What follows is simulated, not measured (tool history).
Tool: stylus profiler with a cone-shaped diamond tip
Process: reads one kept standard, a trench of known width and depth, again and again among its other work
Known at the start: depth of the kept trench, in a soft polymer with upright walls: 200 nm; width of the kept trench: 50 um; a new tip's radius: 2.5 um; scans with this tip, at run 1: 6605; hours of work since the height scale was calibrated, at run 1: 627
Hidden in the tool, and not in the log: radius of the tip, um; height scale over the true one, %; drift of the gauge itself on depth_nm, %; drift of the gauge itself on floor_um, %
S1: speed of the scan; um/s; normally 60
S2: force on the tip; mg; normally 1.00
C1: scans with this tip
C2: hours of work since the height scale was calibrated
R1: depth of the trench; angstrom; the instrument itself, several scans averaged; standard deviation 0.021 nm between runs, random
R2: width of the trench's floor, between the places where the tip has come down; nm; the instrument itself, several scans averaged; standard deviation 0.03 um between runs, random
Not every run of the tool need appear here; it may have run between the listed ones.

Run 1, hour 0.0: usual settings; C1 6605; C2 627. Result: R1 2018.6 angstrom, R2 47090 nm.
Run 2, hour 10.9: usual settings; C1 6693; C2 635. Result: R1 2018.7 angstrom, R2 47070 nm.
Run 3, hour 30.9: usual settings; C1 6855; C2 650. Result: R1 2018.9 angstrom, R2 47060 nm.
Run 4, hour 47.6: usual settings; C1 6991; C2 663. Result: R1 2019.1 angstrom, R2 47060 nm.
Run 5, hour 68.1: usual settings; C1 7157; C2 679. Result: R1 2019.1 angstrom, R2 47040 nm.
Run 6, hour 86.0: usual settings; C1 7301; C2 693. Result: R1 2019.1 angstrom, R2 47010 nm.
Run 7, hour 106.9: usual settings; C1 7471; C2 709. Result: R1 2018.7 angstrom, R2 47000 nm.
Run 8, hour 118.9: usual settings but S2 1.84 mg; C1 7568; C2 718. Result: R1 2027.1 angstrom, R2 47130 nm.
Run 9, hour 133.3: usual settings but S2 1.84 mg; C1 7685; C2 729. Result: R1 2026.9 angstrom, R2 47110 nm.
Run 10, hour 150.8: usual settings but S2 1.84 mg; C1 7827; C2 743. Result: R1 2027.1 angstrom, R2 47080 nm.
Run 11, hour 175.3: usual settings but S2 1.84 mg; C1 8025; C2 761. Result: R1 2027.6 angstrom, R2 47090 nm.
Run 12, hour 194.7: usual settings but S1 71 um/s, S2 1.84 mg; C1 8182; C2 776. Result: R1 2027.4 angstrom, R2 46950 nm.
Run 13, hour 207.0: usual settings but S1 71 um/s, S2 1.84 mg; C1 8282; C2 786. Result: R1 2027.1 angstrom, R2 46980 nm.
Run 14, hour 221.7: usual settings but S1 71 um/s, S2 1.84 mg; C1 8401; C2 797. Result: R1 2027.7 angstrom, R2 46930 nm.
Run 15, hour 237.1: usual settings but S1 71 um/s, S2 1.84 mg; C1 8526; C2 809. Result: R1 2027.2 angstrom, R2 46990 nm.
Run 16, hour 252.5: usual settings; C1 8650; C2 821. Result: R1 2019.5 angstrom, R2 46920 nm.
Run 17, hour 266.3: usual settings; C1 8762; C2 831. Result: R1 2019.5 angstrom, R2 46960 nm.
Run 18, hour 277.6: usual settings; C1 8854; C2 840. Result: R1 2019.1 angstrom, R2 46910 nm.
Run 19, hour 302.1: usual settings but S1 54 um/s; C1 9052; C2 859. Result: R1 2019.2 angstrom, R2 46910 nm.
Run 20, hour 317.6: usual settings but S1 19 um/s; C1 9178; C2 871. Result: R1 2019.5 angstrom, R2 47110 nm.
Run 21, hour 337.3: usual settings but S1 19 um/s; C1 9337; C2 886. Result: R1 2019.6 angstrom, R2 47110 nm.
Run 22, hour 357.2: usual settings but S1 19 um/s; C1 9498; C2 901. Result: R1 2019.6 angstrom, R2 47090 nm.
Run 23, hour 378.1: usual settings but S2 0.65 mg; C1 9668; C2 917. Result: R1 2015.6 angstrom, R2 46790 nm.
Run 24, hour 395.6: usual settings but S2 0.65 mg; C1 9810; C2 931. Result: R1 2015.7 angstrom, R2 46710 nm.
Run 25, hour 406.1: usual settings but S2 0.37 mg; C1 9894; C2 939. Result: R1 2011.9 angstrom, R2 46620 nm.
Run 26, hour 417.2: usual settings but S1 37 um/s, S2 2.01 mg; C1 9985; C2 947. Result: R1 2029.5 angstrom, R2 47070 nm.
Run 27, hour 436.2: usual settings but S2 1.10 mg; C1 10138; C2 962. Result: R1 2021.0 angstrom, R2 46830 nm.
Run 28, hour 451.2: usual settings but S1 68 um/s, S2 0.47 mg; C1 10260; C2 973. Result: R1 2013.6 angstrom, R2 46610 nm.
Run 29, hour 466.5: usual settings but S1 103 um/s, S2 0.46 mg; C1 10384; C2 985. Result: R1 2013.2 angstrom, R2 46190 nm.
Run 30, hour 485.4: usual settings but S1 103 um/s, S2 0.46 mg; C1 10537; C2 1000. Result: R1 2013.2 angstrom, R2 46200 nm.
Run 31, hour 501.8: usual settings but S1 28 um/s, S2 2.77 mg; C1 10670; C2 1012. Result: R1 2035.4 angstrom, R2 47050 nm.
At hour 522.2: height scale calibrated on a step standard.
Run 32, hour 527.7: usual settings but S1 28 um/s, S2 2.77 mg; C1 10876; C2 4. Result: R1 2031.9 angstrom, R2 47020 nm.

Run 33 comes next. What will it give?
Run 33, hour 545.0: usual settings but S1 113 um/s, S2 0.59 mg; C1 11016; C2 17. Result: R1 ?, R2 ?.

R1: 2011.1 angstrom
R2: 46200 nm
If the tool had no hidden condition, the same run with the same run-to-run variation would have returned R1 2011.1 angstrom, R2 47090 nm.

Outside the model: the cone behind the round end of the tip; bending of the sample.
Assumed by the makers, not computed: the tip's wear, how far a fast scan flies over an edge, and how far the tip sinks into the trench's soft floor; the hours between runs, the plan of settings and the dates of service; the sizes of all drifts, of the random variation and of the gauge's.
